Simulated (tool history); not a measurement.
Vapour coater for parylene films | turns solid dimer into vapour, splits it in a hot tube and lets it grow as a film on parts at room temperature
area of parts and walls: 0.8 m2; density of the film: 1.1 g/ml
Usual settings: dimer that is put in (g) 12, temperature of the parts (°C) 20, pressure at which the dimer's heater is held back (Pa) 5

run   hour  dimer that is put in (g)  temperature of the parts (°C)  pressure at which the dimer's heater is held back (Pa)  thickness of the film (µm)
  1      0                        12                             20                                                       5                        9.65
  2     14                        12                             20                                                       5                        9.77
  3   29.2                        12                             20                                                       5                        9.87
  4   43.2                        12                             20                                                       5                        9.63
  5   56.1                        12                             20                                                       5                        9.49
  6   72.4                        12                             20                                                       5                        9.38
  7   87.1                        12                             20                                                       5                        9.34
  8   98.4                        12                             15                                                       5                       10.44
  9    114                        12                             15                                                       5                        10.3
 10  124.7                        12                             31                                                       5                        7.35
 11  138.3                        12                             20                                                       5                        9.23
 12  151.3                        12                             20                                                       5                        9.23
 13  159.4                        12                             20                                                       5                        9.23
 14  173.2                        12                             20                                                       5                        9.16
 15  189.4                        12                             20                                                       5                        8.96
 16  205.3                        12                             20                                                       5                        8.88
 17  223.9                        12                             20                                                       5                       10.45
 18  230.8                        12                             20                                                       5                       10.32
 19  246.2                        12                             20                                                       5                       10.28
 20    253                        12                             20                                                       5                        10.2
 21  268.8                        12                             20                                                       5                       10.08
 22  284.6                        12                             20                                                       5                       10.11
 23    295                        12                             20                                                       5                        9.99
 24  305.1                        12                             20                                                       5                       10.01
 25  321.3                         8                             19                                                       5                        6.68
 26  336.4                         8                             19                                                       5                        6.62
 27  350.1                         8                             19                                                       5                        6.64
 28  361.4                        20                             19                                                     4.2                       16.96
 29  376.7                         5                             26                                                   10.99                        3.15
 30  388.7                         5                             26                                                   10.99                        3.16
 31  396.9                        12                             20                                                       5                         9.7
 32  408.8                        12                             20                                                       5                        9.38
 33  417.4                        12                             20                                                       5                        9.36
 34  431.7                        12                             17                                                       5                       10.06
 35  448.4                        11                             29                                                    2.76                        7.74
 36  460.1                        10                             20                                                    3.43                        8.12
 37    476                        12                             19                                                    2.18                       10.72
 38  490.5                        15                             19                                                    2.18                       13.27
 39  498.4                        12                             20                                                    3.92                        9.32
 40  510.4                        12                             25                                                    2.47                        9.18
 41  526.5                        12                             20                                                    3.91                        9.41
 42    534                        12                             20                                                    3.91                         9.4
 43  541.2                        13                             14                                                    4.33                       11.19
 44  549.7                        13                             14                                                    4.33                       11.23
 45  568.4                        12                             24                                                       5                        9.41
 46    585                        12                             24                                                       5                         9.5
 47  596.8                        12                             24                                                       5                        9.34

Not shown: 2 entries that the log had between the listed runs. Between which runs, and how does the tool's hidden state differ before and after?
Between runs 16 and 17: trap's valve overhauled (hour 218.4)
  vapour lost through the trap's worn valve, %: 13.6 -> 0.5; true temperature of the parts over the reading, C: 0.27 -> 0.28
  measured less the result without the state, thickness of the film (µm): -1.46 -> -0.12
Between runs 44 and 45: trap's valve overhauled (hour 568.4)
  vapour lost through the trap's worn valve, %: 13.3 -> 0.1; true temperature of the parts over the reading, C: 0.52 -> 0.53
  measured less the result without the state, thickness of the film (µm): -1.86 -> -0.11

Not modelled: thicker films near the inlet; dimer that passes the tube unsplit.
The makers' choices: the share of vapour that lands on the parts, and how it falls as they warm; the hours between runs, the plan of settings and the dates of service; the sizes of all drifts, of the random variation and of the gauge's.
